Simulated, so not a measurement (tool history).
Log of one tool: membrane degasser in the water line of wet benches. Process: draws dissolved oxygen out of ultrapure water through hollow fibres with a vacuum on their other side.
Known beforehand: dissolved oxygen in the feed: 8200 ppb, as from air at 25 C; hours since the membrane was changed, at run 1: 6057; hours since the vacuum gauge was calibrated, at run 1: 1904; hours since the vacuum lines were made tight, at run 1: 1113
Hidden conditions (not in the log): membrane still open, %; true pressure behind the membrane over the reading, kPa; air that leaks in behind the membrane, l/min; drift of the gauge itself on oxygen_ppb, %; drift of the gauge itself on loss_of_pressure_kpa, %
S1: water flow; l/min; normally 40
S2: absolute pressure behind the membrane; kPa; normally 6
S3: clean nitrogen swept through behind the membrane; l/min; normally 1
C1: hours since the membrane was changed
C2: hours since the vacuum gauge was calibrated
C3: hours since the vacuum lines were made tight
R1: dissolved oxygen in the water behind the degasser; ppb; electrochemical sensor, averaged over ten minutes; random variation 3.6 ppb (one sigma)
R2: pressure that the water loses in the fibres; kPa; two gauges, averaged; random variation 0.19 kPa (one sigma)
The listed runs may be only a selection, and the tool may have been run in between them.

run    hour  S1     S2    S3     C1    C2    C3      R1     R2
  1       0  40      6     1   6057  1904  1113     365  39.69
  2   175.2  38      6     1   6232  2080  1288   335.1  37.93
  3   445.1  38      6     1   6502  2350  1558   329.6  37.95
  4   650.8  38      6     1   6708  2555  1764   339.4  38.14
  5   816.2  40      6  2.68   6873  2721  1929   239.2  40.11
  6  1062.3  40      6  2.68   7119  2967  2175   240.3  40.18
  7    1260  40      6  2.68   7317  3164  2373   244.2  39.75
  8  1474.9  40      6  2.68   7532  3379  2588   241.9  40.21
  9  1750.7  40      6  0.62   7808  3655  2864   456.9  39.94
 10  2024.9  40      6  0.62   8082  3929  3138   449.9  39.72
 11  2329.2  40      6  0.62   8386  4234  3442   455.6  39.99
 12  2468.4  40      6  0.62   8525  4373  3581   448.9  39.87
 13  2779.6  40      6  0.62   8837  4684  3893   452.9  40.05
 14  3095.5  49   3.97   1.4   9152  5000  4209   313.9  49.07
 15  3328.9  49   3.97   1.4   9386  5233  4442   314.9  48.58
 16  3568.6  30      6  0.69   9626  5473  4682   288.1  29.68
 17  3768.8  30      6  0.63   9826  5673  4882   306.5  30.05
 18  4078.9  61  13.55   1.3  10136  5983  5192  1222.5  61.12
     4254.7  -- vacuum gauge calibrated
 19  4296.7  61  13.55   1.3  10353    42  5409  1201.5  61.07
 20  4533.3  40   5.32  1.28  10590   279  5646   281.2  39.76
 21  4856.8  48   3.76  1.26  10913   602  5969   286.7  47.67
 22  5060.8  48   3.76  1.26  11117   806  6173   290.6  48.13
 23  5381.4  48   3.76  1.26  11438  1127  6494   291.2  47.65

Alternative continuations, all from the tool just after run 23; predict every row:
  A  5562.4  28     6     1  11619  1308  6675   ?   ?
  B  5562.4  63  3.78   1.9  11619  1308  6675   ?   ?
  C  5562.4  48  3.76  2.28  11619  1308  6675   ?   ?
  D  5562.4  48  3.76  0.49  11619  1308  6675   ?   ?

run     R1     R2
  A  211.3   27.7
  B  502.1  63.13
  C  273.3  48.05
  D  325.9  48.29
With the hidden condition removed and each run's random variation left untouched, the same runs would have given:
run     R1     R2
  A  211.1  27.68
  B  501.1  63.07
  C  272.6  48.01
  D  325.2  48.25
